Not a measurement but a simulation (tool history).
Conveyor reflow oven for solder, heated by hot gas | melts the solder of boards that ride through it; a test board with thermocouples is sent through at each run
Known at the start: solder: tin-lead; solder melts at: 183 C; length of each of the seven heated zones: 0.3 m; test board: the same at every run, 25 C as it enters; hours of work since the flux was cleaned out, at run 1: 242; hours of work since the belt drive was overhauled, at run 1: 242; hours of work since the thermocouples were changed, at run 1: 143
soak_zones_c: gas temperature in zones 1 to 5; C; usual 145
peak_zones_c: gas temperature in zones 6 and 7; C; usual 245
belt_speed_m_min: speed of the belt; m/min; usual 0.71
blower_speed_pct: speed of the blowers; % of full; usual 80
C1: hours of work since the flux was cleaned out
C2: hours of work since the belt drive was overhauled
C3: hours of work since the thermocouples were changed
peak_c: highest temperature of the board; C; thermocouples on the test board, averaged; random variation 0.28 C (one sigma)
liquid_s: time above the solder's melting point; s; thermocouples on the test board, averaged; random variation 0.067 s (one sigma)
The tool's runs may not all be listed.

Run 1, hour 0: usual settings; C1 242; C2 242; C3 143. Result: peak_c 232.2 C, liquid_s 46.04 s.
Run 2, hour 42.3: usual settings; C1 268; C2 268; C3 169. Result: peak_c 232.2 C, liquid_s 45.95 s.
Run 3, hour 133.3: usual settings; C1 324; C2 324; C3 225. Result: peak_c 231.5 C, liquid_s 46.01 s.
Run 4, hour 208.1: usual settings; C1 370; C2 370; C3 271. Result: peak_c 231 C, liquid_s 45.74 s.
At hour 269.9: flux residue cleaned out of gas plates and filters.
Run 5, hour 279.7: usual settings but belt_speed_m_min 0.609 m/min; C1 6; C2 411; C3 311. Result: peak_c 237.7 C, liquid_s 56.01 s.
Run 6, hour 358: usual settings but soak_zones_c 134 C, belt_speed_m_min 0.609 m/min; C1 54; C2 459; C3 360. Result: peak_c 236.9 C, liquid_s 53.01 s.
Run 7, hour 402.8: usual settings but soak_zones_c 146 C, peak_zones_c 256 C, belt_speed_m_min 0.684 m/min, blower_speed_pct 50 % of full; C1 82; C2 487; C3 387. Result: peak_c 235.5 C, liquid_s 49.68 s.
Run 8, hour 496.2: usual settings but peak_zones_c 236 C, belt_speed_m_min 0.665 m/min, blower_speed_pct 72 % of full; C1 139; C2 544; C3 445. Result: peak_c 225.4 C, liquid_s 46.93 s.
Run 9, hour 553.2: usual settings but peak_zones_c 236 C, belt_speed_m_min 0.665 m/min, blower_speed_pct 72 % of full; C1 174; C2 579; C3 480. Result: peak_c 225 C, liquid_s 46.74 s.
Run 10, hour 598.5: usual settings but soak_zones_c 130 C, peak_zones_c 239 C, belt_speed_m_min 0.665 m/min, blower_speed_pct 77 % of full; C1 202; C2 607; C3 507. Result: peak_c 227.1 C, liquid_s 44.19 s.
At hour 656.3: thermocouples of zones 6 and 7 changed.
Run 11, hour 679.9: usual settings but belt_speed_m_min 0.641 m/min; C1 251; C2 656; C3 15. Result: peak_c 235.1 C, liquid_s 51.99 s.

Some steps in peak_c between neighbouring runs. How much of each would the tool show without its hidden state too (settings, what came in, random variation), and how much is left for the hidden state, with any gauge scatter that isn't in both results?
The hidden state here: heat that the gas passes to the board, % of a clean oven's; belt's true speed, % of the reading; true gas temperature in zones 6 and 7 over the reading, C; drift of the gauge itself on peak_c, C; drift of the gauge itself on liquid_s, %.
Run 4 -> 5: belt_speed_m_min 0.71 -> 0.609, flux residue cleaned out of gas plates and filters. peak_c +6.7 C: hidden state +3.3, all else +3.4.
Run 7 -> 8: soak_zones_c 146 -> 145, peak_zones_c 256 -> 236, belt_speed_m_min 0.684 -> 0.665, blower_speed_pct 50 -> 72. peak_c -10.1 C: hidden state -0.4, all else -9.7.
